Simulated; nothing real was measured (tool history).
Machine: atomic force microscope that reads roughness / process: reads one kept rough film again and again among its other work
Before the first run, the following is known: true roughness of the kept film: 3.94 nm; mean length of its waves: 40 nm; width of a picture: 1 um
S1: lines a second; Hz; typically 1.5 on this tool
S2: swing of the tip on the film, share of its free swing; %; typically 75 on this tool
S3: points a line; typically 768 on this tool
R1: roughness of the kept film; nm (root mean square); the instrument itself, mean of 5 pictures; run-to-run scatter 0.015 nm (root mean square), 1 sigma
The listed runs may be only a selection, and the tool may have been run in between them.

{"run": 1, "hour": 0.0, "S1": 1.5, "S2": 75, "S3": 768, "R1": 3.356}
{"run": 2, "hour": 18.3, "S1": 1.5, "S2": 75, "S3": 768, "R1": 3.295}
{"run": 3, "hour": 46.1, "S1": 1.5, "S2": 75, "S3": 466, "R1": 3.164}
{"hour": 60.2, "done": "new tip fitted"}
{"run": 4, "hour": 72.8, "S1": 1.5, "S2": 75, "S3": 312, "R1": 3.494}
{"run": 5, "hour": 98.2, "S1": 1.5, "S2": 75, "S3": 312, "R1": 3.35}
{"run": 6, "hour": 125.4, "S1": 1.5, "S2": 75, "S3": 312, "R1": 3.228}
{"hour": 139.4, "done": "height scale calibrated on a step standard"}
{"run": 7, "hour": 139.7, "S1": 1.5, "S2": 75, "S3": 312, "R1": 3.108}
{"hour": 160.1, "done": "new tip fitted"}
{"run": 8, "hour": 160.1, "S1": 1.5, "S2": 69, "S3": 768, "R1": 3.527}
{"run": 9, "hour": 184.7, "S1": 1.5, "S2": 75, "S3": 768, "R1": 3.383}
{"run": 10, "hour": 205.3, "S1": 1.5, "S2": 75, "S3": 768, "R1": 3.29}
{"run": 11, "hour": 229.8, "S1": 1.5, "S2": 75, "S3": 768, "R1": 3.19}
{"run": 12, "hour": 243.5, "S1": 1.5, "S2": 75, "S3": 768, "R1": 3.125}
{"hour": 258.7, "done": "new tip fitted"}
{"run": 13, "hour": 265.3, "S1": 1.5, "S2": 75, "S3": 768, "R1": 3.473}
{"run": 14, "hour": 281.1, "S1": 1.5, "S2": 75, "S3": 768, "R1": 3.372}
{"run": 15, "hour": 307.1, "S1": 0.67, "S2": 75, "S3": 768, "R1": 3.365}
{"run": 16, "hour": 324.9, "S1": 0.67, "S2": 75, "S3": 768, "R1": 3.303}
{"run": 17, "hour": 349.1, "S1": 1.5, "S2": 75, "S3": 768, "R1": 3.097}
{"hour": 358.9, "done": "new tip fitted"}
{"run": 18, "hour": 371.0, "S1": 1.5, "S2": 71, "S3": 281, "R1": 3.452}
{"run": 19, "hour": 388.4, "S1": 1.5, "S2": 71, "S3": 281, "R1": 3.38}
{"run": 20, "hour": 417.4, "S1": 1.5, "S2": 71, "S3": 281, "R1": 3.252}

Run 21 has not been measured yet. What should we expect?
{"run": 21, "hour": 441.6, "S1": 2.41, "S2": 79, "S3": 505, "R1": "?"}

{"run 21": {"R1": 2.909}}
If the tool had no hidden condition, the same run with the same run-to-run variation would have returned R1 3.267 nm (root mean square).
